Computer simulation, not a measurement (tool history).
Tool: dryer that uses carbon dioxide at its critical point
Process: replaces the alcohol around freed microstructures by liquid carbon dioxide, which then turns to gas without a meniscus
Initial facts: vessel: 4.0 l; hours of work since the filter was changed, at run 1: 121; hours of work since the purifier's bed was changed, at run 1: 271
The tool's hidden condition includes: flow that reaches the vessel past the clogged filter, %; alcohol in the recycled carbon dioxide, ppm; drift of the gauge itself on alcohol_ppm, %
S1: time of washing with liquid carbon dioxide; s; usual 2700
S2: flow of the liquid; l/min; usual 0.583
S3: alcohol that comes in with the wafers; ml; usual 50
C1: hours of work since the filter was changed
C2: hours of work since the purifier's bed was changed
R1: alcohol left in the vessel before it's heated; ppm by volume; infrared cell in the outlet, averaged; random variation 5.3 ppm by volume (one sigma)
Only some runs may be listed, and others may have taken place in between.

run 1 hour=0 | S1=2700 S2=0.583 S3=50 | C1=121 C2=271 | R1=261
run 2 hour=19.1 | S1=2700 S2=0.932 S3=50 | C1=129 C2=279 | R1=121
run 3 hour=35.4 | S1=2700 S2=0.932 S3=50 | C1=136 C2=286 | R1=134
run 4 hour=52.6 | S1=2700 S2=0.932 S3=50 | C1=144 C2=293 | R1=123
run 5 hour=70 | S1=2700 S2=0.932 S3=50 | C1=151 C2=301 | R1=126
run 6 hour=93.8 | S1=2700 S2=0.932 S3=50 | C1=161 C2=311 | R1=129
run 7 hour=114.2 | S1=2700 S2=0.632 S3=50 | C1=170 C2=319 | R1=242
run 8 hour=136 | S1=2820 S2=0.671 S3=67 | C1=179 C2=329 | R1=214
run 9 hour=160.8 | S1=3180 S2=0.723 S3=109 | C1=190 C2=339 | R1=187
run 10 hour=177.9 | S1=3480 S2=0.368 S3=112 | C1=197 C2=347 | R1=1096
run 11 hour=203.5 | S1=1920 S2=0.407 S3=112 | C1=208 C2=358 | R1=3664
run 12 hour=214.7 | S1=1920 S2=0.407 S3=112 | C1=213 C2=362 | R1=3626
run 13 hour=227.3 | S1=3360 S2=0.418 S3=74 | C1=218 C2=368 | R1=596
run 14 hour=243.2 | S1=2700 S2=0.905 S3=22 | C1=225 C2=374 | R1=158

The same runs without the tool's hidden state, with the same run-to-run variation:
run=1 R1=125
run=2 R1=4
run=3 R1=16
run=4 R1=3
run=5 R1=4
run=6 R1=0
run=7 R1=84
run=8 R1=57
run=9 R1=36
run=10 R1=741
run=11 R1=2983
run=12 R1=2941
run=13 R1=328
run=14 R1=5

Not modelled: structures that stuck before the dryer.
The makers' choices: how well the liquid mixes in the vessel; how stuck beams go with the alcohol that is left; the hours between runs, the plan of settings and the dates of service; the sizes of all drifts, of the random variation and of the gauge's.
